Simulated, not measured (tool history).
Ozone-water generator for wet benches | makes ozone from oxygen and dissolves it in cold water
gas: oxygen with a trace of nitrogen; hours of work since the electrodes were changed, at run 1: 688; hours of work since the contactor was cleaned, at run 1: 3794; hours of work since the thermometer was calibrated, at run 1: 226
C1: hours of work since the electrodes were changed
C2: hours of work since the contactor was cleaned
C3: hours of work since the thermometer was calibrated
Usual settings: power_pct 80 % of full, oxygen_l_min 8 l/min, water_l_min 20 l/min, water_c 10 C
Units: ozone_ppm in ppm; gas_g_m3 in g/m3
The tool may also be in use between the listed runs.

{"run": 1, "hour": 0.0, "power_pct": 80, "oxygen_l_min": 8, "water_l_min": 20, "water_c": 10, "C1": 688, "C2": 3794, "C3": 226, "ozone_ppm": 30.9, "gas_g_m3": 226.3}
{"run": 2, "hour": 46.5, "power_pct": 80, "oxygen_l_min": 8, "water_l_min": 15, "water_c": 10, "C1": 730, "C2": 3837, "C3": 268, "ozone_ppm": 37, "gas_g_m3": 228.2}
{"run": 3, "hour": 83.2, "power_pct": 80, "oxygen_l_min": 4.02, "water_l_min": 15, "water_c": 10, "C1": 764, "C2": 3871, "C3": 302, "ozone_ppm": 37.8, "gas_g_m3": 331.3}
{"run": 4, "hour": 108.3, "power_pct": 80, "oxygen_l_min": 4.02, "water_l_min": 15, "water_c": 10, "C1": 787, "C2": 3893, "C3": 325, "ozone_ppm": 37.7, "gas_g_m3": 335}
{"run": 5, "hour": 139.4, "power_pct": 80, "oxygen_l_min": 4.69, "water_l_min": 20, "water_c": 10, "C1": 815, "C2": 3922, "C3": 353, "ozone_ppm": 30.1, "gas_g_m3": 305.5}
{"run": 6, "hour": 181.7, "power_pct": 80, "oxygen_l_min": 4.69, "water_l_min": 20, "water_c": 10, "C1": 854, "C2": 3961, "C3": 392, "ozone_ppm": 30.2, "gas_g_m3": 302.1}
{"run": 7, "hour": 229.4, "power_pct": 80, "oxygen_l_min": 4.69, "water_l_min": 20, "water_c": 10, "C1": 897, "C2": 4004, "C3": 436, "ozone_ppm": 30.3, "gas_g_m3": 304.4}
{"run": 8, "hour": 251.3, "power_pct": 80, "oxygen_l_min": 4.69, "water_l_min": 20, "water_c": 10, "C1": 917, "C2": 4024, "C3": 456, "ozone_ppm": 30.1, "gas_g_m3": 304.5}
{"run": 9, "hour": 298.3, "power_pct": 80, "oxygen_l_min": 4.69, "water_l_min": 20, "water_c": 10, "C1": 960, "C2": 4067, "C3": 499, "ozone_ppm": 30.2, "gas_g_m3": 302.1}
{"hour": 305.1, "done": "contactor cleaned"}
{"run": 10, "hour": 341.5, "power_pct": 80, "oxygen_l_min": 8, "water_l_min": 20, "water_c": 10, "C1": 996, "C2": 33, "C3": 534, "ozone_ppm": 30, "gas_g_m3": 224.8}
{"run": 11, "hour": 382.2, "power_pct": 80, "oxygen_l_min": 8, "water_l_min": 20, "water_c": 10, "C1": 1033, "C2": 70, "C3": 572, "ozone_ppm": 29.6, "gas_g_m3": 228.6}
{"run": 12, "hour": 425.5, "power_pct": 80, "oxygen_l_min": 8, "water_l_min": 20, "water_c": 10, "C1": 1073, "C2": 110, "C3": 611, "ozone_ppm": 29.7, "gas_g_m3": 224.9}
{"hour": 451.9, "done": "contactor cleaned, once more"}
{"run": 13, "hour": 461.4, "power_pct": 54, "oxygen_l_min": 10.71, "water_l_min": 23, "water_c": 10, "C1": 1102, "C2": 9, "C3": 640, "ozone_ppm": 21.3, "gas_g_m3": 140.9}
{"run": 14, "hour": 496.8, "power_pct": 80, "oxygen_l_min": 7.27, "water_l_min": 20, "water_c": 10, "C1": 1134, "C2": 41, "C3": 673, "ozone_ppm": 32, "gas_g_m3": 236.4}
{"run": 15, "hour": 534.5, "power_pct": 70, "oxygen_l_min": 4.74, "water_l_min": 14, "water_c": 7, "C1": 1169, "C2": 76, "C3": 707, "ozone_ppm": 39.2, "gas_g_m3": 270.6}
{"run": 16, "hour": 556.2, "power_pct": 50, "oxygen_l_min": 8, "water_l_min": 20, "water_c": 18, "C1": 1189, "C2": 95, "C3": 727, "ozone_ppm": 19.3, "gas_g_m3": 157.9}
{"run": 17, "hour": 599.4, "power_pct": 50, "oxygen_l_min": 8, "water_l_min": 20, "water_c": 18, "C1": 1228, "C2": 135, "C3": 767, "ozone_ppm": 19.5, "gas_g_m3": 156.8}
{"run": 18, "hour": 625.4, "power_pct": 52, "oxygen_l_min": 8, "water_l_min": 20, "water_c": 9, "C1": 1252, "C2": 159, "C3": 790, "ozone_ppm": 23.3, "gas_g_m3": 164.3}
{"run": 19, "hour": 664.8, "power_pct": 50, "oxygen_l_min": 8, "water_l_min": 21, "water_c": 13, "C1": 1288, "C2": 195, "C3": 826, "ozone_ppm": 20.3, "gas_g_m3": 157.8}
{"run": 20, "hour": 689.6, "power_pct": 40, "oxygen_l_min": 8.5, "water_l_min": 18, "water_c": 11, "C1": 1311, "C2": 217, "C3": 849, "ozone_ppm": 19.9, "gas_g_m3": 130.1}
{"run": 21, "hour": 731.5, "power_pct": 45, "oxygen_l_min": 8, "water_l_min": 22, "water_c": 10, "C1": 1349, "C2": 256, "C3": 887, "ozone_ppm": 19.3, "gas_g_m3": 145.9}
{"run": 22, "hour": 751.5, "power_pct": 78, "oxygen_l_min": 10.14, "water_l_min": 12, "water_c": 13, "C1": 1367, "C2": 274, "C3": 906, "ozone_ppm": 37.4, "gas_g_m3": 193.8}
{"run": 23, "hour": 771.0, "power_pct": 78, "oxygen_l_min": 10.14, "water_l_min": 12, "water_c": 13, "C1": 1385, "C2": 292, "C3": 923, "ozone_ppm": 37.3, "gas_g_m3": 192.4}
{"run": 24, "hour": 803.2, "power_pct": 44, "oxygen_l_min": 7.89, "water_l_min": 14, "water_c": 5, "C1": 1415, "C2": 321, "C3": 953, "ozone_ppm": 27.5, "gas_g_m3": 145.9}

5 ways to go on from here, each from the tool as it stands after run 24. What would each give?
{"run": "A", "hour": 837.7, "power_pct": 45, "oxygen_l_min": 8.05, "water_l_min": 32, "water_c": 5, "C1": 1446, "C2": 353, "C3": 984, "ozone_ppm": "?", "gas_g_m3": "?"}
{"run": "B", "hour": 837.7, "power_pct": 80, "oxygen_l_min": 6.53, "water_l_min": 19, "water_c": 7, "C1": 1446, "C2": 353, "C3": 984, "ozone_ppm": "?", "gas_g_m3": "?"}
{"run": "C", "hour": 837.7, "power_pct": 44, "oxygen_l_min": 4.07, "water_l_min": 14, "water_c": 7, "C1": 1446, "C2": 353, "C3": 984, "ozone_ppm": "?", "gas_g_m3": "?"}
{"run": "D", "hour": 837.7, "power_pct": 80, "oxygen_l_min": 7.54, "water_l_min": 25, "water_c": 11, "C1": 1446, "C2": 353, "C3": 984, "ozone_ppm": "?", "gas_g_m3": "?"}
{"run": "E", "hour": 837.7, "power_pct": 40, "oxygen_l_min": 8.85, "water_l_min": 18, "water_c": 5, "C1": 1446, "C2": 353, "C3": 984, "ozone_ppm": "?", "gas_g_m3": "?"}

run=A ozone_ppm=15.3 gas_g_m3=144.7
run=B ozone_ppm=34.2 gas_g_m3=251.6
run=C ozone_ppm=27.3 gas_g_m3=209.7
run=D ozone_ppm=26.3 gas_g_m3=232.2
run=E ozone_ppm=21.8 gas_g_m3=127.4
Without the tool's hidden state the same runs would have given:
run=A ozone_ppm=15.7 gas_g_m3=147.5
run=B ozone_ppm=35.5 gas_g_m3=259.9
run=C ozone_ppm=28 gas_g_m3=213.7
run=D ozone_ppm=27.4 gas_g_m3=239.8
run=E ozone_ppm=22.3 gas_g_m3=129.6

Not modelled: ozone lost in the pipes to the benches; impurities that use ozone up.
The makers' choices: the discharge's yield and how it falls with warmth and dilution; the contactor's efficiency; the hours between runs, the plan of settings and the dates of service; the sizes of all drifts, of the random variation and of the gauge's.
